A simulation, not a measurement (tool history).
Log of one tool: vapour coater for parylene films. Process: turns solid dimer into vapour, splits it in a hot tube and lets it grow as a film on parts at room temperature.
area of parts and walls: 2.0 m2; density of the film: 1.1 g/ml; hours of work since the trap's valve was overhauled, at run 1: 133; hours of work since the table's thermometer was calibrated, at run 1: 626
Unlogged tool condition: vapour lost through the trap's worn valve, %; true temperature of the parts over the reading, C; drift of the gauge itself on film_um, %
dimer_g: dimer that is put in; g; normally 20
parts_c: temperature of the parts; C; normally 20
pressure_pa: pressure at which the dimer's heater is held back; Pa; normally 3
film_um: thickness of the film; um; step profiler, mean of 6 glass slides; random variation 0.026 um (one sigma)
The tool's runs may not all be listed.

run	hour	dimer_g	parts_c	pressure_pa	hours of work since the trap's valve was overhauled	hours of work since the table's thermometer was calibrated	film_um
1	0	20	20	3	133	626	5.92
2	16.5	20	20	3	147	641	5.9
3	26	20	20	3	155	649	5.86
4	43.4	20	20	3	170	664	5.87
5	53.3	9	20	3	178	672	2.65
6	66.7	9	20	3	190	684	2.62
7	85.9	9	20	3	207	700	2.65
8	96.2	20	20	2.24	215	709	6
9	116.8	20	20	2.24	233	727	6.07
10	134.8	20	20	3	249	742	5.84
11	148.5	20	20	3	260	754	5.86
12	157.5	33	20	3	268	762	9.57
13	167.3	33	20	3	276	770	9.56
14	177.9	33	20	3	286	779	9.54
15	191.3	33	20	3	297	791	9.6
16	203.5	33	20	3	308	801	9.58
17	221.7	20	20	3	323	817	5.83
18	236.8	20	20	3	336	830	5.78
19	251.8	20	32	3	349	843	4.66
20	266.5	20	20	3	362	856	5.8
21	284	15	28	3	377	871	3.74
22	298.2	23	28	3.04	389	883	5.74
# hour 307.1: trap's valve overhauled
23	316	23	28	3.04	8	895	5.77
24	334.3	18	28	3.04	23	911	4.49
25	353.1	20	20	10.64	40	927	4.98
26	371.8	20	20	10.64	56	943	5.01
27	384.6	18	20	8.09	67	954	4.65
28	396.1	18	20	8.09	77	964	4.65
29	413.8	20	20	11.14	92	979	4.99
# hour 424.4: gauge calibrated
30	430.8	20	20	11.14	106	993	5.09
31	444.1	20	20	11.14	118	1005	5.11
32	462.7	13	29	5.23	134	1021	3.05
33	478	13	29	5.23	147	1034	3.04
34	494.3	13	23	9.45	161	1048	3.17
35	505.8	27	25	2.06	171	1058	7.54
36	515.6	10	20	11.99	179	1066	2.53
37	528.3	8	32	2.03	190	1077	1.96
38	538	9	22	5.45	199	1086	2.41
39	548.9	17	22	5.45	208	1095	4.48
40	557.5	17	22	5.45	215	1102	4.46

Branching from run 40: 3 alternative next runs. What would each branch give?
A	568.4	17	18	2.33	225	1112	?
B	568.4	29	20	7.25	225	1112	?
C	568.4	22	20	3	225	1112	?

run	film_um
A	5.3
B	7.71
C	6.44
Without the tool's hidden state the same runs would have given:
run	film_um
A	5.36
B	7.79
C	6.51
